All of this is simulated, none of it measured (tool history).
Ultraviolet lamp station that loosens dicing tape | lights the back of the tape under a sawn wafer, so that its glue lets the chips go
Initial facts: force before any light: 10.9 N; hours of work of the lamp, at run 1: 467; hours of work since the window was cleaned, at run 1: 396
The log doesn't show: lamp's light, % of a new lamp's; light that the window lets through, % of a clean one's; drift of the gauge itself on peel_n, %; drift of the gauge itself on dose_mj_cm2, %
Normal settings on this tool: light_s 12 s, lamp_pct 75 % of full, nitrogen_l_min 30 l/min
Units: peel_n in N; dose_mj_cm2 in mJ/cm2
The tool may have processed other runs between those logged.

run,hour,light_s,lamp_pct,nitrogen_l_min,hours of work of the lamp,hours of work since the window was cleaned,peel_n,dose_mj_cm2
1,0,12,75,30,467,396,0.44,327
2,21.1,12,72,30,482,411,0.462,311
3,42.8,6,75,30,497,426,1.994,160
4,61.3,12,75,30,510,439,0.461,320
5,80.4,12,75,30,524,452,0.449,312
# hour 85.8: window cleaned of glue's vapour
6,111.6,12,94,30,545,18,0.175,467
7,130.7,12,94,30,559,32,0.179,465
8,161.1,12,94,30,580,53,0.187,462
9,183.6,12,94,30,596,69,0.202,453
10,209.4,12,94,30,614,87,0.195,452
11,238.1,11,61,10,634,107,1.391,264
12,273.9,7,61,11,659,132,2.754,169
13,306.4,10,61,21,682,155,1.148,237
14,324.5,10,61,21,695,168,1.176,232
15,357,12,75,29,717,190,0.419,340
16,392.8,22,85,43,743,215,0.12,705

Consider 5 possible next runs. They are alternatives, not a sequence: every one starts from the tool as it was left by run 16. What does each give?
A,424.4,22,88,30,765,238,?,?
B,424.4,12,79,30,765,238,?,?
C,424.4,12,83,30,765,238,?,?
D,424.4,7,85,43,765,238,?,?
E,424.4,23,85,43,765,238,?,?

run,peel_n,dose_mj_cm2
A,0.134,706
B,0.361,351
C,0.311,365
D,0.943,218
E,0.125,718
Stripped of hidden state, with their random variation kept, the same runs would have yielded:
run,peel_n,dose_mj_cm2
A,0.13,876
B,0.216,436
C,0.189,453
D,0.562,271
E,0.123,891
